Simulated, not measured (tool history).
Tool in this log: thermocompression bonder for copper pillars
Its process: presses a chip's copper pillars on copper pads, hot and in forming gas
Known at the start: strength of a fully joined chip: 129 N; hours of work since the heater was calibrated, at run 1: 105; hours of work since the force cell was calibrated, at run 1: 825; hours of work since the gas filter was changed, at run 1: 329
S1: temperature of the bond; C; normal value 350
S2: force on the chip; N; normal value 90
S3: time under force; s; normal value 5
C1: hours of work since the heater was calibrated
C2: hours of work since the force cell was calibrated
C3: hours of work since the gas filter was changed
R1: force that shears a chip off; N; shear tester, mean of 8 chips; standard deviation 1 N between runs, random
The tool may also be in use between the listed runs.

| run | hour | S1 | S2 | S3 | C1 | C2 | C3 | R1 |
|---|---|---|---|---|---|---|---|---|
| 1 | 0.0 | 350 | 90 | 5 | 105 | 825 | 329 | 82.8 |
| 2 | 6.3 | 350 | 60 | 5 | 108 | 828 | 332 | 58.3 |
| 3 | 13.9 | 350 | 60 | 5 | 112 | 832 | 337 | 59.4 |
| 4 | 23.7 | 350 | 60 | 5 | 118 | 838 | 342 | 58.6 |
| 5 | 30.9 | 350 | 90 | 13 | 122 | 842 | 346 | 97.0 |
|  | 40.2 | forming gas filter changed |
| 6 | 40.2 | 350 | 90 | 13 | 126 | 847 | 0 | 112.7 |
| 7 | 47.4 | 350 | 90 | 13 | 130 | 851 | 4 | 110.4 |
| 8 | 57.0 | 350 | 90 | 13 | 136 | 856 | 9 | 114.4 |
| 9 | 62.1 | 350 | 90 | 13 | 138 | 859 | 12 | 111.7 |
| 10 | 69.1 | 350 | 90 | 5 | 142 | 862 | 16 | 94.9 |
| 11 | 78.1 | 350 | 90 | 5 | 147 | 867 | 21 | 91.9 |
| 12 | 83.5 | 350 | 92 | 5 | 150 | 870 | 24 | 93.7 |
| 13 | 88.6 | 375 | 56 | 7 | 153 | 873 | 26 | 86.3 |
| 14 | 94.6 | 320 | 111 | 7 | 156 | 876 | 30 | 91.5 |
| 15 | 99.5 | 350 | 133 | 7 | 159 | 879 | 32 | 115.0 |
| 16 | 107.1 | 376 | 90 | 14 | 163 | 883 | 37 | 121.9 |
| 17 | 112.2 | 376 | 90 | 4 | 166 | 886 | 39 | 103.1 |

What will run 18 give?
| 18 | 116.9 | 341 | 71 | 9 | 168 | 889 | 42 | ? |

{"run 18": {"R1": 83.3}}
Had the tool carried no hidden state, the very same run would have given R1 80.3 N.

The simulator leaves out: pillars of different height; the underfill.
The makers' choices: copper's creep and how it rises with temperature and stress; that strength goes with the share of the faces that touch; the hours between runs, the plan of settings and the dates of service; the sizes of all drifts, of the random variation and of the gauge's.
